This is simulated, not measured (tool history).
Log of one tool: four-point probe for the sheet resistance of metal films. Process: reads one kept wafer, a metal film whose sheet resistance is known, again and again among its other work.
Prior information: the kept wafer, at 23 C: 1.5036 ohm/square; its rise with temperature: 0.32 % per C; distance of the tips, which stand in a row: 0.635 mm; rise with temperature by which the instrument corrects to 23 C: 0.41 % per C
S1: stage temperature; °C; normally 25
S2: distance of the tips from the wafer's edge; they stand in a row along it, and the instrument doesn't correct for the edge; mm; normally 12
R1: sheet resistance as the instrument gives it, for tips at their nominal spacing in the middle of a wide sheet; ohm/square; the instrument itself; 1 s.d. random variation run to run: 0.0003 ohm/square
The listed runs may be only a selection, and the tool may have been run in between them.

run,hour,S1,S2,R1
1,0.0,25,12,1.489078
2,79.5,25,12,1.488224
3,142.4,25,12,1.487435
4,195.3,25,12,1.486374
5,252.9,25,12,1.486340
6,313.8,25,12,1.485486
7,372.2,25,5,1.495881
8,491.7,25,5,1.493737
9,597.9,25,65,1.479878
10,659.2,18,73,1.488943
# hour 730.7: new probe head fitted
11,772.6,22,12,1.509042
12,829.4,28,17,1.499652
13,885.7,21,20,1.507652
14,953.4,24,14,1.503778
15,1079.8,24,14,1.502397
16,1134.9,22,16,1.503962
17,1210.5,22,16,1.502906

4 options for the next run, each taken on its own from the tool as it stands now. Forecast them:
A,1304.1,19,16,?
B,1304.1,19,10,?
C,1304.1,22,17,?
D,1304.1,27,22,?

run,R1
A,1.506621
B,1.508229
C,1.501459
D,1.494487
With the hidden condition removed and each run's random variation left untouched, the same runs would have given:
run,R1
A,1.511272
B,1.512883
C,1.506105
D,1.499130
